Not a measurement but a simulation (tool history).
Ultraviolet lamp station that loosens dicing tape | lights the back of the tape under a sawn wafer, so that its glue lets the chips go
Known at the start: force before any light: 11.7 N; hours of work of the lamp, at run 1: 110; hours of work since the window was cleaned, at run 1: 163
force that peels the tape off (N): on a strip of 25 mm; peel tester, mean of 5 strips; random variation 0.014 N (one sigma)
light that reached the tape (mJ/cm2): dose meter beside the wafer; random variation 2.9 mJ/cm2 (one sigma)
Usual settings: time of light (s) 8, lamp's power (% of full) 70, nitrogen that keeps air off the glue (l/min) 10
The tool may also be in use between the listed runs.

run    hour  time of light (s)  lamp's power (% of full)  nitrogen that keeps air off the glue (l/min)  hours of work of the lamp  hours of work since the window was cleaned  force that peels the tape off (N)  light that reached the tape (mJ/cm2)
  1       0                  8                        70                                            10                        110                                         163                               0.65                                   410
  2    62.8                  8                        63                                            10                        145                                         198                              0.878                                   372
  3    96.9                  8                        70                                            10                        164                                         217                              0.647                                   412
  4   139.3                  5                        70                                            10                        188                                         241                              1.717                                   254
  5   196.6                  8                        70                                            15                        220                                         273                              0.475                                   409
  6   233.9                  8                        67                                            15                        241                                         294                              0.525                                   394
  7   280.5                  8                        67                                            18                        267                                         320                              0.454                                   391
  8   348.6                  8                        72                                            10                        305                                         358                              0.612                                   429
  9   377.7                  8                        72                                            10                        321                                         375                              0.608                                   422
 10   427.3                  8                        72                                            10                        349                                         403                              0.628                                   419
      463.7  -- window cleaned of glue's vapour
 11   463.7                  8                        72                                            10                        369                                           0                               0.63                                   430
 12   509.2                  8                        62                                            10                        395                                          25                               0.86                                   369
 13   545.1                  8                        62                                            10                        415                                          46                              0.852                                   365
 14   607.4                  8                        62                                            10                        450                                          81                              0.842                                   368
 15   644.9                  8                        62                                            10                        471                                         101                              0.888                                   368
 16   686.1                  8                        70                                             4                        494                                         125                              1.472                                   410
 17   721.2                  8                        70                                             4                        513                                         144                              1.475                                   411
 18   773.5                  8                        70                                             4                        543                                         174                              1.491                                   405
 19   833.2                  8                        70                                             4                        576                                         207                              1.404                                   420
 20   876.9                  8                        70                                             4                        601                                         231                              1.453                                   414
 21     909                  6                        70                                            10                        619                                         249                              1.198                                   311
 22   958.8                  8                        74                                            10                        646                                         277                               0.58                                   441
 23    1010                  8                        74                                            10                        675                                         306                              0.575                                   436
 24  1058.7                  8                        74                                            10                        702                                         333                              0.577                                   436
 25  1106.8                  4                        94                                            20                        729                                         360                              0.944                                   279
 26  1171.5                  4                        94                                            20                        766                                         396                              0.955                                   280
     1219.3  -- window cleaned of glue's vapour
 27  1219.3                  4                        94                                            20                        792                                           0                              0.973                                   272
 28  1288.3                  7                        76                                            16                        831                                          39                              0.514                                   394
 29  1340.8                  8                        71                                            10                        860                                          68                              0.633                                   420
 30  1390.3                  8                        71                                            10                        888                                          96                              0.635                                   418
 31  1458.5                  8                        71                                            10                        926                                         134                              0.652                                   418
 32  1517.3                  8                        69                                             6                        959                                         167                              1.099                                   403
 33  1557.3                  8                        69                                             6                        981                                         189                               1.04                                   411
 34  1590.6                  8                        62                                             6                       1000                                         208                              1.351                                   366
 35  1650.3                  8                        62                                             6                       1034                                         241                              1.367                                   369
 36    1688                  9                        62                                            12                       1055                                         263                              0.581                                   415
 37  1725.5                  9                        91                                            10                       1076                                         284                              0.294                                   605
 38  1775.5                  9                        91                                            10                       1104                                         312                              0.302                                   604
 39  1825.2                  9                        91                                            10                       1132                                         339                              0.303                                   603
 40  1862.9                  8                        77                                            12                       1153                                         361                              0.436                                   450
 41  1927.1                  8                        77                                            12                       1189                                         396                              0.456                                   452
 42  1966.4                 11                        73                                            15                       1211                                         418                              0.246                                   587
     1975.3  -- window cleaned of glue's vapour
 43  2028.1                 11                        73                                            15                       1245                                          30                              0.246                                   589

Hidden state at the last listed run before each entry between runs and at the first one after, where it differs:
Between runs 10 and 11: window cleaned of glue's vapour (hour 463.7)
  light that the window lets through, % of a clean one's: 99.9 -> 100
Between runs 26 and 27: window cleaned of glue's vapour (hour 1219.3)
  light that the window lets through, % of a clean one's: 99.9 -> 100
Between runs 42 and 43: window cleaned of glue's vapour (hour 1975.3)
  light that the window lets through, % of a clean one's: 99.9 -> 100
